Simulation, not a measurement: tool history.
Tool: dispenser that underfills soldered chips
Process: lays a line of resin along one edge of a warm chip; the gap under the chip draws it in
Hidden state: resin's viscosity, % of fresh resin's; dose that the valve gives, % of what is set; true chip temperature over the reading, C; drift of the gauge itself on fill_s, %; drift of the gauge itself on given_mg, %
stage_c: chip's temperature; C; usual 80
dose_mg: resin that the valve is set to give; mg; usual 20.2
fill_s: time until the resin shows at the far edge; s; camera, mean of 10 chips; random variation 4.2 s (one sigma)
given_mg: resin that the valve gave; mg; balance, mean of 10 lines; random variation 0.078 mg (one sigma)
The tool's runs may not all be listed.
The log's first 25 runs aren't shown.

run,hour,stage_c,dose_mg,hours of work since the syringe was changed,hours of work since the valve was cleaned,hours of work since the stage was calibrated,fill_s,given_mg
26,126.5,80,21,6,84,217,517,20.12
27,129.4,68,19.5,8,85,219,949.1,18.66
# hour 130.3: new syringe of resin
28,136.1,75,21.2,3,89,222,571.8,20.18
29,141.8,82,18.5,7,93,226,489.7,17.77
# hour 143.6: new syringe of resin
30,145.1,82,18.5,1,95,228,395.3,17.53
31,150.1,81,17.6,4,98,231,478.4,16.74
32,153.7,68,18.8,6,100,233,913.7,17.94
# hour 157: new syringe of resin
33,160.1,84,25.5,2,104,237,361.8,24.37

Forecast each of these 5 alternatives for the next run:
A,166.8,80,22,6,108,241,?,?
B,166.8,81,22.4,6,108,241,?,?
C,166.8,70,22.9,6,108,241,?,?
D,166.8,76,25.5,6,108,241,?,?
E,166.8,84,25,6,108,241,?,?

run,fill_s,given_mg
A,496.9,20.94
B,479.1,21.28
C,792.4,21.72
D,598.3,24.05
E,415,23.88
Without the tool's hidden state the same runs would have given:
run,fill_s,given_mg
A,404.4,22.09
B,390.2,22.44
C,646.8,22.9
D,489.1,25.37
E,338.6,25.18
